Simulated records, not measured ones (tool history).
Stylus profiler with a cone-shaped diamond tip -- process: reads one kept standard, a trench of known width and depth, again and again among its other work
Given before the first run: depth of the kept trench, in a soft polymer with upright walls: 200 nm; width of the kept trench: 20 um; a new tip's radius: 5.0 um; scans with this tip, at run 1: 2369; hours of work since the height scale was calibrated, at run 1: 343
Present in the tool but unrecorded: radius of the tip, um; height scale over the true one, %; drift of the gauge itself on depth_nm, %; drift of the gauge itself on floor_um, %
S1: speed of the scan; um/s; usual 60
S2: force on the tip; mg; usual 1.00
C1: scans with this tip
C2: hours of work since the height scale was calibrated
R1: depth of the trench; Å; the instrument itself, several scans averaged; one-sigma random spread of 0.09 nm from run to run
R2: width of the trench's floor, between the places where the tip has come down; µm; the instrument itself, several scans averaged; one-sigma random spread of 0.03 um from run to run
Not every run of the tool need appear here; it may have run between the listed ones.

| run | hour | S1 | S2 | C1 | C2 | R1 | R2 |
|---|---|---|---|---|---|---|---|
| 1 | 0.0 | 60 | 1.00 | 2369 | 343 | 2009.8 | 16.69 |
| 2 | 11.4 | 60 | 1.00 | 2412 | 349 | 2010.6 | 16.67 |
| 3 | 32.8 | 60 | 1.00 | 2492 | 361 | 2011.2 | 16.71 |
| 4 | 54.7 | 60 | 1.00 | 2574 | 373 | 2011.7 | 16.76 |
| 5 | 75.9 | 19 | 1.00 | 2654 | 384 | 2010.7 | 17.01 |
| 6 | 99.6 | 174 | 1.00 | 2743 | 397 | 2009.4 | 15.79 |
| 7 | 123.2 | 174 | 1.00 | 2832 | 410 | 2009.4 | 15.80 |
| 8 | 141.9 | 174 | 0.48 | 2903 | 420 | 2004.5 | 15.22 |
| 9 | 158.7 | 174 | 0.48 | 2966 | 429 | 2006.1 | 15.21 |
| 10 | 179.2 | 60 | 2.26 | 3043 | 440 | 2017.9 | 16.88 |
| 11 | 204.8 | 60 | 1.00 | 3139 | 454 | 2011.2 | 16.69 |
| 12 | 224.9 | 105 | 1.00 | 3215 | 465 | 2011.7 | 16.32 |
| 13 | 243.5 | 105 | 1.00 | 3285 | 475 | 2011.3 | 16.39 |
| 14 | 268.2 | 105 | 1.00 | 3378 | 489 | 2011.5 | 16.39 |
| 15 | 289.8 | 105 | 1.29 | 3459 | 501 | 2010.7 | 16.51 |
| 16 | 309.4 | 154 | 2.13 | 3533 | 511 | 2019.3 | 16.32 |
| 17 | 326.5 | 106 | 1.31 | 3597 | 520 | 2013.6 | 16.44 |
| 18 | 349.3 | 86 | 2.49 | 3683 | 533 | 2020.9 | 16.75 |
| 19 | 372.9 | 31 | 2.26 | 3772 | 546 | 2020.6 | 17.05 |
| 20 | 384.6 | 91 | 1.90 | 3816 | 552 | 2016.8 | 16.67 |
| 21 | 407.1 | 25 | 1.08 | 3900 | 564 | 2011.8 | 17.01 |
| 22 | 427.3 | 62 | 1.45 | 3977 | 575 | 2013.1 | 16.82 |

Run 23 comes next. What will it give?
| 23 | 441.1 | 87 | 1.19 | 4028 | 583 | ? | ? |

Run 23 came out at R1 2012.0 Å, R2 16.54 µm.
On a tool with no hidden condition, and with the same random variation, this run would have come out at R1 2011.9 Å, R2 16.55 µm.
